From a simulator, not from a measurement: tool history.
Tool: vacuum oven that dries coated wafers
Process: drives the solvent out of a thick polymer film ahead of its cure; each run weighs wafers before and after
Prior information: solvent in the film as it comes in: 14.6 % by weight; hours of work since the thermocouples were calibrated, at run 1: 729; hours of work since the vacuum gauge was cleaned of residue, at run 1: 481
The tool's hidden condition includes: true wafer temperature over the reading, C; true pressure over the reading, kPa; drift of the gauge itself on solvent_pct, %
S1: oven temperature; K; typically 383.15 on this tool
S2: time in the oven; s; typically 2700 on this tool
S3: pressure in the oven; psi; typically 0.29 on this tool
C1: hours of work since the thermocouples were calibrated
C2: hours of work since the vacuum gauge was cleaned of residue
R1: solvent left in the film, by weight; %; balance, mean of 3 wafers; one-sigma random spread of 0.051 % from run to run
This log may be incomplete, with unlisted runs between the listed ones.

run   hour      S1    S2     S3   C1   C2    R1
  1      0  383.15  2700   0.29  729  481  4.13
  2   13.3  383.15  2700   0.29  737  489  3.97
  3   26.5  383.15  4320   0.29  745  497   2.5
  4   38.7  383.15  4320   0.29  752  504  2.59
  5   56.8  383.15  4320   0.29  762  514  2.55
  6   74.5  383.15  4320   0.29  773  524  2.45
  7   92.6  383.15  4320   0.29  783  535  2.55
  8  109.4  383.15  4320   0.29  793  545  2.55
  9  122.6  383.15  4320   0.29  801  552  2.56
     126.5  -- oven's thermocouples calibrated
 10  141.9  383.15  2700   0.29    9  563  4.27
 11    160  375.15  4320  0.205   20  573  4.35
     164.8  -- oven's thermocouples calibrated, once more
 12  176.9  375.15  4320  0.242    7  582  4.02
 13  189.4  375.15  2760  0.242   14  589  5.62
 14  207.1  375.15  2760  0.242   25  599   5.7
 15  222.9  375.15  2760   0.45   34  608  6.59
 16  234.2  396.15  2760   0.45   40  615  1.75
 17    255  374.15  2460   0.45   52  627  7.04
 18  274.5  375.15  4020  0.744   64  638   6.4

Run 19 comes next. What will it give?
 19  289.8  384.15  2700  0.643  73  647   ?

{"run 19": {"R1": 4.7}}
Without the tool's hidden state the same run would have given R1 4.56 %.
